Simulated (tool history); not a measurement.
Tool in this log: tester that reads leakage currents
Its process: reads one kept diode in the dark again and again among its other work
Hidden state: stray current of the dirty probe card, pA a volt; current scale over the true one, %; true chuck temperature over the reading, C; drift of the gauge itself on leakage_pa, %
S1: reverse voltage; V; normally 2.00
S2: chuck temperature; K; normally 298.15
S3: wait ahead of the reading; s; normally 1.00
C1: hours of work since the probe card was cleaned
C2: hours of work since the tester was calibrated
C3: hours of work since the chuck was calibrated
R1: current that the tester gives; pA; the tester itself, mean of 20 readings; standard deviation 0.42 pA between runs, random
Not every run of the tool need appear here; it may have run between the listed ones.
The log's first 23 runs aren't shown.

run,day,S1,S2,S3,C1,C2,C3,R1
# day 26.783: probe card cleaned and baked, once more
24,26.783,6.47,304.15,0.45,0,890,226,348.28
25,27.883,5.74,304.15,0.45,12,902,238,335.05
26,29.492,5.74,304.15,0.45,30,919,255,333.47
27,30.721,5.74,304.15,4.70,43,933,269,332.28
28,31.642,17.03,301.15,0.52,53,943,279,416.80
29,32.838,18.61,294.15,8.33,66,956,292,258.26
30,33.800,1.86,318.15,5.84,76,966,302,545.94
31,34.975,1.86,318.15,5.84,89,979,315,543.72
32,36.512,1.38,302.15,0.49,106,996,332,166.59
33,37.688,1.76,326.15,4.88,119,1009,345,879.17
34,39.296,2.00,298.15,0.40,136,1026,362,144.94
35,40.992,2.44,299.15,3.77,155,1045,381,169.05
36,42.392,1.66,299.15,3.77,170,1060,396,145.62
37,43.304,1.66,299.15,3.77,180,1070,406,144.99
38,45.012,1.11,298.15,1.18,199,1088,424,116.36
39,45.858,1.11,320.15,0.35,208,1098,434,513.44

Consider 5 possible next runs. They are alternatives, not a sequence: every one starts from the tool as it was left by run 39. What does each give?
A,46.917,1.21,294.15,0.54,219,1109,445,?
B,46.917,1.86,309.15,0.35,219,1109,445,?
C,46.917,10.28,298.15,1.00,219,1109,445,?
D,46.917,2.60,312.15,1.00,219,1109,445,?
E,46.917,1.11,303.15,5.70,219,1109,445,?

run,R1
A,89.88
B,306.66
C,279.94
D,423.43
E,165.64
What these runs would have given with no unlogged condition in the tool:
run,R1
A,85.28
B,292.61
C,265.53
D,404.37
E,157.72
